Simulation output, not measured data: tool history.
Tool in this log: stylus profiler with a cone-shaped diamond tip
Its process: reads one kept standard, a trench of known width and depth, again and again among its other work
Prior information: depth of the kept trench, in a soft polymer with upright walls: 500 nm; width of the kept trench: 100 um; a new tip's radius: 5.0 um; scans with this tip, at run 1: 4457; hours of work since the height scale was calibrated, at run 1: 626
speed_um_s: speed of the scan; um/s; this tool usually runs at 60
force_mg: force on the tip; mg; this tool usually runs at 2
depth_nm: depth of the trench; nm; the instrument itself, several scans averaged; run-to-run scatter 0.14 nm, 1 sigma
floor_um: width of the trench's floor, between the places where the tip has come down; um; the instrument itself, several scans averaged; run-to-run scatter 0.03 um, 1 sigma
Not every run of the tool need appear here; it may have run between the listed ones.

run    hour  speed_um_s  force_mg  scans with this tip  hours of work since the height scale was calibrated  depth_nm  floor_um
  1       0          60         2                 4457                                                  626    503.79     95.02
  2    40.8          60         2                 4576                                                  643    503.94     95.08
  3    89.6          60         2                 4717                                                  663    503.94     95.07
  4   141.2          60         2                 4867                                                  684    504.07     94.98
  5   167.5         209         2                 4944                                                  695    503.77     94.24
  6   200.3         109         2                 5039                                                  708    504.02     94.74
  7   250.6          60         2                 5185                                                  729       504     94.96
  8     274          60         2                 5253                                                  738    503.65     95.02
  9   296.7          60      1.74                 5319                                                  748    503.28     94.96
 10   329.4          60      1.74                 5414                                                  761     503.2     94.99
 11   361.4         145         2                 5507                                                  774    503.89     94.59
 12   410.8         145         2                 5650                                                  794    503.43     94.56
 13   437.7         162         2                 5729                                                  805    503.52     94.46
 14   488.4         162         2                 5876                                                  826    503.63      94.5
 15   527.2         176         2                 5989                                                  842    503.61     94.38
 16   568.9          24         2                 6110                                                  859    503.27      95.1
 17   595.8          24         2                 6188                                                  870    503.52     95.14
 18   628.4          24         2                 6283                                                  883    503.37     95.09
      631.5  -- height scale calibrated on a step standard
 19   659.2          60      0.96                 6371                                                   11    500.24     94.83
 20   695.7          60      0.96                 6477                                                   26    499.87     94.82
 21   747.2          49      1.63                 6626                                                   47    501.42     94.98
 22   786.1          49      1.63                 6739                                                   63    501.54     94.91
 23   808.1          49      1.63                 6803                                                   72     501.3     94.95
      841.5  -- height scale calibrated on a step standard, once more
 24   843.1          49      1.63                 6903                                                    1    504.69     94.92
 25   871.3          49      1.63                 6985                                                   12    504.91     94.92
 26   910.9          96      1.69                 7100                                                   28    505.02     94.68
 27   952.7          96      1.69                 7222                                                   45    504.85     94.65
 28  1006.7          96      0.81                 7379                                                   67    502.82     94.46
 29  1032.7          27      1.12                 7454                                                   78    503.69     94.95
 30  1078.3          17      3.71                 7587                                                   97    508.16     95.15
 31  1110.1          50      3.61                 7679                                                  110    507.93     94.97
 32  1137.2          23      5.41                 7758                                                  121    510.54     95.12
 33  1184.5          60      3.03                 7895                                                  140    506.98     94.88
 34  1208.7         182      0.93                 7966                                                  150    503.01     93.78
 35  1259.6         101       4.9                 8114                                                  171    509.29     94.78
 36  1310.9         101       4.9                 8263                                                  192    509.83     94.77
 37  1362.9         101      2.05                 8414                                                  213    505.03      94.6

A few steps of depth_nm between consecutive runs. Split each: what settings, incoming material and random variation would produce without the hidden state, and what is left over for the hidden state, along with gauge scatter present in only one of the two compared results (measured, and without hidden state):
The tool's hidden condition here consists of: radius of the tip, um; height scale over the true one, %; drift of the gauge itself on depth_nm, %; drift of the gauge itself on floor_um, %.
Run 2 -> 3: nothing adjusted, nothing logged. depth_nm +0 nm: hidden state -0.05, all else +0.05.
Run 18 -> 19: speed_um_s 24 -> 60, force_mg 2 -> 0.96, height scale calibrated on a step standard. depth_nm -3.13 nm: hidden state -1.29, all else -1.84.
Run 23 -> 24: height scale calibrated on a step standard, once more. depth_nm +3.39 nm: hidden state +3.47, all else -0.08.
Run 29 -> 30: speed_um_s 27 -> 17, force_mg 1.12 -> 3.71. depth_nm +4.47 nm: hidden state -0.04, all else +4.51.
Run 34 -> 35: speed_um_s 182 -> 101, force_mg 0.93 -> 4.9. depth_nm +6.28 nm: hidden state -0.05, all else +6.33.
Run 36 -> 37: force_mg 4.9 -> 2.05. depth_nm -4.8 nm: hidden state -0.04, all else -4.76.
